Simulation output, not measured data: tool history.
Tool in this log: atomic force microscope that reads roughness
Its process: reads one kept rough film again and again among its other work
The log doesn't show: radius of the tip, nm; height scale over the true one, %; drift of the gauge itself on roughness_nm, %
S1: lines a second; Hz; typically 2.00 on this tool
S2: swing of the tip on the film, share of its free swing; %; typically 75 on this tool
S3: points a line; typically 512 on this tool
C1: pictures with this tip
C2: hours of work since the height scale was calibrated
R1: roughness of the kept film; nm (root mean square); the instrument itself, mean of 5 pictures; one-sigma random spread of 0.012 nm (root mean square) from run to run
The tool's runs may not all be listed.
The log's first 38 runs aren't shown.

| run | hour | S1 | S2 | S3 | C1 | C2 | R1 |
|---|---|---|---|---|---|---|---|
| 39 | 301.5 | 0.54 | 69 | 540 | 39 | 287 | 3.244 |
| 40 | 308.6 | 0.54 | 69 | 540 | 46 | 290 | 3.225 |
| 41 | 317.4 | 3.60 | 56 | 918 | 54 | 294 | 3.043 |
| 42 | 326.8 | 3.60 | 59 | 605 | 63 | 298 | 2.956 |
| 43 | 334.6 | 3.60 | 59 | 605 | 70 | 301 | 2.944 |
| 44 | 345.2 | 1.15 | 89 | 600 | 79 | 306 | 2.734 |
| 45 | 350.0 | 1.15 | 89 | 600 | 84 | 308 | 2.727 |
| 46 | 354.4 | 1.15 | 89 | 621 | 88 | 310 | 2.742 |
| 47 | 363.2 | 1.33 | 68 | 512 | 96 | 314 | 3.001 |
| 48 | 370.5 | 1.33 | 68 | 512 | 102 | 317 | 2.997 |
| 49 | 376.6 | 2.03 | 56 | 736 | 108 | 319 | 3.052 |
| 50 | 386.2 | 1.80 | 75 | 512 | 117 | 323 | 2.759 |

Predict each of these 3 candidate next runs independently; none follows another, all start after run 50:
| A | 393.8 | 2.00 | 74 | 512 | 124 | 327 | ? |
| B | 393.8 | 0.60 | 75 | 512 | 124 | 327 | ? |
| C | 393.8 | 2.00 | 74 | 512 | 124 | 327 | ? |

| run | R1 |
|---|---|
| A | 2.752 |
| B | 3.041 |
| C | 2.753 |
With the hidden condition removed and each run's random variation left untouched, the same runs would have given:
| run | R1 |
|---|---|
| A | 2.966 |
| B | 3.279 |
| C | 2.968 |
